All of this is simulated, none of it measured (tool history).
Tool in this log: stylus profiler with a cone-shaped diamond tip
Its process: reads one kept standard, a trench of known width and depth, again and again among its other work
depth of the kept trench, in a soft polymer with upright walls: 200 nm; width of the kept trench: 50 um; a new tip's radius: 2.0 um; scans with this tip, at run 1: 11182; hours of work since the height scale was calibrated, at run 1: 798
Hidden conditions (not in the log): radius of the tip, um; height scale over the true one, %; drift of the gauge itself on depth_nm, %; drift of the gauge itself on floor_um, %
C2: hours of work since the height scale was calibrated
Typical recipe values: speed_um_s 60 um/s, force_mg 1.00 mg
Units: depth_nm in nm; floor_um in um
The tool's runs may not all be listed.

Run 1, day 0.000: usual settings; scans with this tip 11182; C2 798. Result: depth_nm 200.61 nm, floor_um 46.76 um.
At day 1.162: new tip fitted, height scale calibrated.
Run 2, day 2.288: usual settings but force_mg 2.71 mg; scans with this tip 255; C2 18. Result: depth_nm 201.46 nm, floor_um 47.89 um.
Run 3, day 4.671: usual settings; scans with this tip 794; C2 57. Result: depth_nm 200.66 nm, floor_um 47.70 um.
Run 4, day 7.162: usual settings; scans with this tip 1357; C2 97. Result: depth_nm 200.67 nm, floor_um 47.65 um.
Run 5, day 9.946: usual settings; scans with this tip 1987; C2 142. Result: depth_nm 200.60 nm, floor_um 47.61 um.
Run 6, day 11.475: usual settings; scans with this tip 2334; C2 166. Result: depth_nm 200.62 nm, floor_um 47.55 um.
Run 7, day 14.654: usual settings; scans with this tip 3053; C2 218. Result: depth_nm 200.63 nm, floor_um 47.51 um.
Run 8, day 16.908: usual settings but force_mg 1.06 mg; scans with this tip 3563; C2 254. Result: depth_nm 200.68 nm, floor_um 47.48 um.
Run 9, day 19.383: usual settings but force_mg 1.06 mg; scans with this tip 4123; C2 294. Result: depth_nm 200.58 nm, floor_um 47.39 um.
Run 10, day 22.283: usual settings but speed_um_s 212 um/s, force_mg 1.06 mg; scans with this tip 4778; C2 341. Result: depth_nm 200.61 nm, floor_um 46.09 um.
Run 11, day 24.675: usual settings but speed_um_s 212 um/s, force_mg 1.06 mg; scans with this tip 5320; C2 380. Result: depth_nm 200.66 nm, floor_um 46.00 um.
Run 12, day 28.058: usual settings but speed_um_s 68 um/s; scans with this tip 6085; C2 434. Result: depth_nm 200.55 nm, floor_um 47.20 um.
Run 13, day 30.154: usual settings but speed_um_s 78 um/s; scans with this tip 6559; C2 468. Result: depth_nm 200.57 nm, floor_um 47.06 um.
Run 14, day 33.179: usual settings but speed_um_s 78 um/s; scans with this tip 7244; C2 517. Result: depth_nm 200.54 nm, floor_um 46.99 um.
Run 15, day 34.658: usual settings; scans with this tip 7578; C2 541. Result: depth_nm 200.52 nm, floor_um 47.16 um.
Run 16, day 36.654: usual settings; scans with this tip 8030; C2 573. Result: depth_nm 200.55 nm, floor_um 47.08 um.
Run 17, day 38.162: usual settings; scans with this tip 8371; C2 597. Result: depth_nm 200.49 nm, floor_um 47.05 um.
Run 18, day 41.462: usual settings; scans with this tip 9118; C2 651. Result: depth_nm 200.52 nm, floor_um 46.99 um.
Run 19, day 44.821: usual settings; scans with this tip 9877; C2 705. Result: depth_nm 200.48 nm, floor_um 46.90 um.
Run 20, day 47.546: usual settings; scans with this tip 10494; C2 749. Result: depth_nm 200.51 nm, floor_um 46.88 um.
Run 21, day 49.146: usual settings but force_mg 1.54 mg; scans with this tip 10856; C2 775. Result: depth_nm 200.69 nm, floor_um 46.97 um.
Run 22, day 51.488: usual settings but force_mg 2.05 mg; scans with this tip 11386; C2 812. Result: depth_nm 200.93 nm, floor_um 46.97 um.
At day 51.829: new tip fitted, height scale calibrated.
Run 23, day 53.458: usual settings but speed_um_s 118 um/s; scans with this tip 368; C2 26. Result: depth_nm 200.80 nm, floor_um 47.23 um.
Run 24, day 57.025: usual settings but speed_um_s 175 um/s, force_mg 1.33 mg; scans with this tip 1175; C2 84. Result: depth_nm 200.88 nm, floor_um 46.77 um.
Run 25, day 60.042: usual settings but speed_um_s 175 um/s, force_mg 1.33 mg; scans with this tip 1857; C2 133. Result: depth_nm 200.89 nm, floor_um 46.77 um.
Run 26, day 63.071: usual settings but speed_um_s 32 um/s, force_mg 1.04 mg; scans with this tip 2542; C2 181. Result: depth_nm 200.74 nm, floor_um 47.69 um.
Run 27, day 64.954: usual settings but speed_um_s 32 um/s, force_mg 1.04 mg; scans with this tip 2969; C2 212. Result: depth_nm 200.72 nm, floor_um 47.64 um.
Run 28, day 68.071: usual settings but speed_um_s 53 um/s; scans with this tip 3674; C2 262. Result: depth_nm 200.69 nm, floor_um 47.39 um.
At day 68.342: height scale calibrated on a step standard.
Run 29, day 70.238: usual settings but speed_um_s 112 um/s, force_mg 0.49 mg; scans with this tip 4159; C2 31. Result: depth_nm 200.30 nm, floor_um 46.47 um.
Run 30, day 73.079: usual settings but force_mg 0.54 mg; scans with this tip 4802; C2 76. Result: depth_nm 200.36 nm, floor_um 47.11 um.
Run 31, day 75.188: usual settings but speed_um_s 59 um/s, force_mg 1.64 mg; scans with this tip 5279; C2 110. Result: depth_nm 200.89 nm, floor_um 47.37 um.
Run 32, day 76.917: usual settings but speed_um_s 48 um/s, force_mg 0.60 mg; scans with this tip 5671; C2 138. Result: depth_nm 200.39 nm, floor_um 47.23 um.
Run 33, day 79.600: usual settings but speed_um_s 39 um/s, force_mg 0.71 mg; scans with this tip 6278; C2 182. Result: depth_nm 200.40 nm, floor_um 47.27 um.
Run 34, day 82.517: usual settings but speed_um_s 52 um/s, force_mg 0.66 mg; scans with this tip 6938; C2 229. Result: depth_nm 200.34 nm, floor_um 47.04 um.

Run 35 has not been measured yet. What should we expect?
Run 35, day 84.567: usual settings but force_mg 2.91 mg; scans with this tip 7401; C2 262. Result: depth_nm ?, floor_um ?.

{"run 35": {"depth_nm": 201.35, "floor_um": 47.26}}
Take away the tool's hidden state, keep the run-to-run variation as it was, and the same run would have given depth_nm 201.59 nm, floor_um 47.94 um.
